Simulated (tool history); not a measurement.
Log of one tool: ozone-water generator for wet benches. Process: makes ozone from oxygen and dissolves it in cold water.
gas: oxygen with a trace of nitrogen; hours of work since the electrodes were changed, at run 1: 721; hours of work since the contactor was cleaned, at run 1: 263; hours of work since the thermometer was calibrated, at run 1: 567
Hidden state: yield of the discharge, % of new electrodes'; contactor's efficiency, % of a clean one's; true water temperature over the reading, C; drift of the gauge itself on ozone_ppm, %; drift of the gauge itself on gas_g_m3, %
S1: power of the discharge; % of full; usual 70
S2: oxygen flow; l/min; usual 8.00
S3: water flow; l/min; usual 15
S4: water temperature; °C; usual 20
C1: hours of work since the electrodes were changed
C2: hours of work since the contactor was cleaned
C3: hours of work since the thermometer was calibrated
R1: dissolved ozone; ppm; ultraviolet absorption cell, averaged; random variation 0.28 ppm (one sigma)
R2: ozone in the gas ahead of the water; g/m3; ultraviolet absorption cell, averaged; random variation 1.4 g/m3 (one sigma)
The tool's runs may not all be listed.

Run 1, hour 0.0: usual settings; C1 721; C2 263; C3 567. Result: R1 43.5 ppm, R2 262.5 g/m3.
Run 2, hour 50.0: usual settings but S4 14 °C; C1 755; C2 297; C3 601. Result: R1 48.8 ppm, R2 261.7 g/m3.
Run 3, hour 129.8: usual settings but S4 14 °C; C1 810; C2 352; C3 656. Result: R1 48.5 ppm, R2 265.4 g/m3.
Run 4, hour 199.1: usual settings but S4 14 °C; C1 857; C2 399; C3 703. Result: R1 48.5 ppm, R2 261.4 g/m3.
Run 5, hour 283.6: usual settings but S1 52 % of full; C1 915; C2 457; C3 761. Result: R1 34.8 ppm, R2 208.4 g/m3.
Run 6, hour 325.6: usual settings but S1 52 % of full; C1 943; C2 486; C3 790. Result: R1 34.6 ppm, R2 211.7 g/m3.
Run 7, hour 384.9: usual settings but S4 13 °C; C1 984; C2 526; C3 830. Result: R1 49.1 ppm, R2 261.3 g/m3.
Run 8, hour 429.4: usual settings but S4 13 °C; C1 1014; C2 557; C3 861. Result: R1 49.3 ppm, R2 262.2 g/m3.
Run 9, hour 496.2: usual settings but S1 58 % of full; C1 1060; C2 602; C3 906. Result: R1 37.2 ppm, R2 227.2 g/m3.
Run 10, hour 572.5: usual settings but S1 58 % of full; C1 1112; C2 655; C3 958. Result: R1 36.8 ppm, R2 225.2 g/m3.
Run 11, hour 653.4: usual settings but S1 58 % of full; C1 1168; C2 710; C3 1014. Result: R1 36.8 ppm, R2 228.8 g/m3.
Run 12, hour 694.6: usual settings but S2 9.55 l/min; C1 1196; C2 738; C3 1042. Result: R1 42.1 ppm, R2 240.1 g/m3.
Run 13, hour 758.1: usual settings; C1 1239; C2 781; C3 1085. Result: R1 42.0 ppm, R2 258.7 g/m3.
Run 14, hour 836.2: usual settings; C1 1293; C2 835; C3 1139. Result: R1 42.4 ppm, R2 255.7 g/m3.
Run 15, hour 886.4: usual settings; C1 1327; C2 869; C3 1173. Result: R1 41.8 ppm, R2 258.1 g/m3.
Run 16, hour 946.0: usual settings; C1 1368; C2 910; C3 1214. Result: R1 42.1 ppm, R2 258.4 g/m3.
Run 17, hour 983.3: usual settings; C1 1393; C2 936; C3 1239. Result: R1 42.6 ppm, R2 259.2 g/m3.
Run 18, hour 1042.8: usual settings but S2 6.43 l/min, S3 24 l/min; C1 1434; C2 976; C3 1280. Result: R1 29.9 ppm, R2 280.7 g/m3.
Run 19, hour 1115.3: usual settings but S2 6.43 l/min, S3 24 l/min; C1 1484; C2 1026; C3 1330. Result: R1 29.5 ppm, R2 279.6 g/m3.
Run 20, hour 1189.5: usual settings but S1 46 % of full, S2 5.93 l/min, S3 21 l/min, S4 17 °C; C1 1534; C2 1077; C3 1381. Result: R1 25.3 ppm, R2 211.6 g/m3.
Run 21, hour 1227.6: usual settings but S1 67 % of full, S2 13.74 l/min, S3 10 l/min, S4 14 °C; C1 1560; C2 1103; C3 1407. Result: R1 53.3 ppm, R2 201.2 g/m3.
Run 22, hour 1262.7: usual settings but S1 98 % of full, S2 6.45 l/min, S3 21 l/min, S4 27 °C; C1 1584; C2 1127; C3 1431. Result: R1 37.5 ppm, R2 357.6 g/m3.
Run 23, hour 1342.0: usual settings but S1 78 % of full, S3 21 l/min, S4 24 °C; C1 1639; C2 1181; C3 1485. Result: R1 33.7 ppm, R2 279.9 g/m3.
Run 24, hour 1382.5: usual settings but S2 7.33 l/min, S4 12 °C; C1 1666; C2 1209; C3 1513. Result: R1 48.7 ppm, R2 264.5 g/m3.
Run 25, hour 1429.5: usual settings but S2 7.33 l/min, S4 12 °C; C1 1699; C2 1241; C3 1545. Result: R1 48.4 ppm, R2 263.2 g/m3.
Run 26, hour 1496.2: usual settings but S2 7.33 l/min, S4 12 °C; C1 1744; C2 1286; C3 1590. Result: R1 48.4 ppm, R2 261.7 g/m3.
Run 27, hour 1567.1: usual settings but S1 60 % of full, S2 5.69 l/min, S3 11 l/min, S4 18 °C; C1 1793; C2 1335; C3 1639. Result: R1 46.0 ppm, R2 260.3 g/m3.
Run 28, hour 1635.6: usual settings but S2 9.15 l/min, S3 9 l/min, S4 13 °C; C1 1840; C2 1382; C3 1686. Result: R1 60.1 ppm, R2 239.8 g/m3.
Run 29, hour 1705.5: usual settings but S2 7.49 l/min, S3 9 l/min, S4 13 °C; C1 1887; C2 1430; C3 1733. Result: R1 62.3 ppm, R2 258.8 g/m3.
Run 30, hour 1759.7: usual settings but S2 7.49 l/min, S3 9 l/min, S4 13 °C; C1 1924; C2 1467; C3 1771. Result: R1 62.1 ppm, R2 256.7 g/m3.
Run 31, hour 1810.8: usual settings but S1 78 % of full, S2 9.86 l/min, S3 22 l/min, S4 28 °C; C1 1959; C2 1502; C3 1806. Result: R1 29.4 ppm, R2 249.4 g/m3.
Run 32, hour 1877.7: usual settings but S1 78 % of full, S2 9.86 l/min, S3 22 l/min, S4 28 °C; C1 2005; C2 1547; C3 1851. Result: R1 29.9 ppm, R2 252.4 g/m3.
Run 33, hour 1961.2: usual settings but S2 13.67 l/min; C1 2062; C2 1604; C3 1908. Result: R1 38.8 ppm, R2 204.7 g/m3.
Run 34, hour 2033.1: usual settings but S1 79 % of full, S2 4.38 l/min, S3 19 l/min; C1 2111; C2 1654; C3 1958. Result: R1 36.6 ppm, R2 344.1 g/m3.

3 ways to go on from here, each from the tool as it stands after run 34. What would each give?
Run A, hour 2091.6: usual settings but S1 79 % of full, S2 8.05 l/min, S3 18 l/min, S4 18 °C; C1 2152; C2 1694; C3 1998. Result: R1 ?, R2 ?.
Run B, hour 2091.6: usual settings but S1 85 % of full, S2 5.63 l/min, S3 19 l/min; C1 2152; C2 1694; C3 1998. Result: R1 ?, R2 ?.
Run C, hour 2091.6: usual settings but S1 79 % of full, S2 8.25 l/min, S3 19 l/min; C1 2152; C2 1694; C3 1998. Result: R1 ?, R2 ?.

run    R1     R2
  A  41.0  272.1
  B  39.1  330.2
  C  38.0  271.5
Without the tool's hidden state the same runs would have given:
run    R1     R2
  A  45.2  293.2
  B  43.3  357.3
  C  41.9  292.5
